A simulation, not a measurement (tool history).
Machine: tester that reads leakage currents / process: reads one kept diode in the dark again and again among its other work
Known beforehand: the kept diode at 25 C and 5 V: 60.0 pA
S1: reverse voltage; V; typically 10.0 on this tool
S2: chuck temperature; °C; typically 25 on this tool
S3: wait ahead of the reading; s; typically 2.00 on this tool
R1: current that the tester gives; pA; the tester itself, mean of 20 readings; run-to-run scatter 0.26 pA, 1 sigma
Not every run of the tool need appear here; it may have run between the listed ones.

run 1 hour=0.0 | S1=10.0 S2=25 S3=2.00 | R1=93.76
run 2 hour=130.2 | S1=10.0 S2=25 S3=2.00 | R1=93.41
run 3 hour=212.7 | S1=10.0 S2=25 S3=2.00 | R1=93.18
run 4 hour=374.6 | S1=10.0 S2=25 S3=2.00 | R1=93.52
run 5 hour=541.6 | S1=10.0 S2=25 S3=2.00 | R1=93.42
run 6 hour=672.1 | S1=10.0 S2=25 S3=2.00 | R1=93.43
run 7 hour=772.5 | S1=10.0 S2=25 S3=0.40 | R1=94.91
run 8 hour=908.0 | S1=10.0 S2=25 S3=0.40 | R1=94.47
run 9 hour=998.3 | S1=5.4 S2=25 S3=2.00 | R1=65.38
run 10 hour=1084.1 | S1=10.0 S2=25 S3=2.00 | R1=93.84
run 11 hour=1194.9 | S1=10.0 S2=25 S3=2.00 | R1=93.78
run 12 hour=1318.1 | S1=10.0 S2=25 S3=2.00 | R1=93.52
run 13 hour=1490.0 | S1=10.0 S2=25 S3=2.00 | R1=93.51
run 14 hour=1612.6 | S1=10.0 S2=25 S3=2.00 | R1=93.46
run 15 hour=1724.6 | S1=10.0 S2=25 S3=2.00 | R1=92.96
run 16 hour=1890.3 | S1=10.0 S2=25 S3=2.00 | R1=94.00
-- hour=1903.0 chuck's temperature calibrated
run 17 hour=2014.1 | S1=10.0 S2=25 S3=2.00 | R1=90.81
run 18 hour=2165.6 | S1=10.0 S2=25 S3=2.00 | R1=91.04
run 19 hour=2259.1 | S1=10.0 S2=39 S3=2.00 | R1=274.70
-- hour=2289.1 chuck's temperature calibrated, once more
-- hour=2292.1 probe card cleaned and baked
run 20 hour=2441.1 | S1=10.0 S2=39 S3=2.00 | R1=312.25
run 21 hour=2549.8 | S1=10.0 S2=38 S3=8.82 | R1=283.54
run 22 hour=2631.4 | S1=10.0 S2=38 S3=8.82 | R1=282.51
run 23 hour=2789.5 | S1=10.0 S2=38 S3=8.82 | R1=280.68
run 24 hour=2932.6 | S1=2.4 S2=25 S3=2.61 | R1=40.21
run 25 hour=3019.9 | S1=2.1 S2=45 S3=1.61 | R1=226.38
run 26 hour=3119.4 | S1=7.4 S2=45 S3=9.36 | R1=431.51
run 27 hour=3282.7 | S1=4.6 S2=33 S3=2.00 | R1=116.97
run 28 hour=3455.9 | S1=1.4 S2=45 S3=1.25 | R1=179.52
run 29 hour=3580.4 | S1=1.4 S2=45 S3=9.86 | R1=178.82
run 30 hour=3674.9 | S1=1.0 S2=25 S3=2.00 | R1=24.59
run 31 hour=3780.0 | S1=3.2 S2=26 S3=2.00 | R1=50.07
run 32 hour=3918.0 | S1=1.2 S2=57 S3=9.04 | R1=432.43
run 33 hour=4033.5 | S1=3.1 S2=42 S3=2.08 | R1=200.84
run 34 hour=4177.3 | S1=3.1 S2=42 S3=2.08 | R1=200.69
run 35 hour=4271.4 | S1=3.1 S2=42 S3=2.08 | R1=198.45
run 36 hour=4410.9 | S1=19.0 S2=25 S3=1.43 | R1=125.13
run 37 hour=4547.7 | S1=19.0 S2=25 S3=1.43 | R1=126.40
run 38 hour=4726.7 | S1=19.0 S2=25 S3=1.43 | R1=126.86
-- hour=4792.0 chuck's temperature calibrated
run 39 hour=4891.7 | S1=19.0 S2=25 S3=1.43 | R1=145.65

Alternative continuations, all from the tool just after run 39; predict every row:
run A hour=5044.2 | S1=9.2 S2=26 S3=0.93 | R1=?
run B hour=5044.2 | S1=10.0 S2=23 S3=0.60 | R1=?
run C hour=5044.2 | S1=19.0 S2=25 S3=0.83 | R1=?

run=A R1=102.85
run=B R1=85.46
run=C R1=147.22
With the hidden condition removed and each run's random variation left untouched, the same runs would have given:
run=A R1=91.01
run=B R1=71.82
run=C R1=120.82
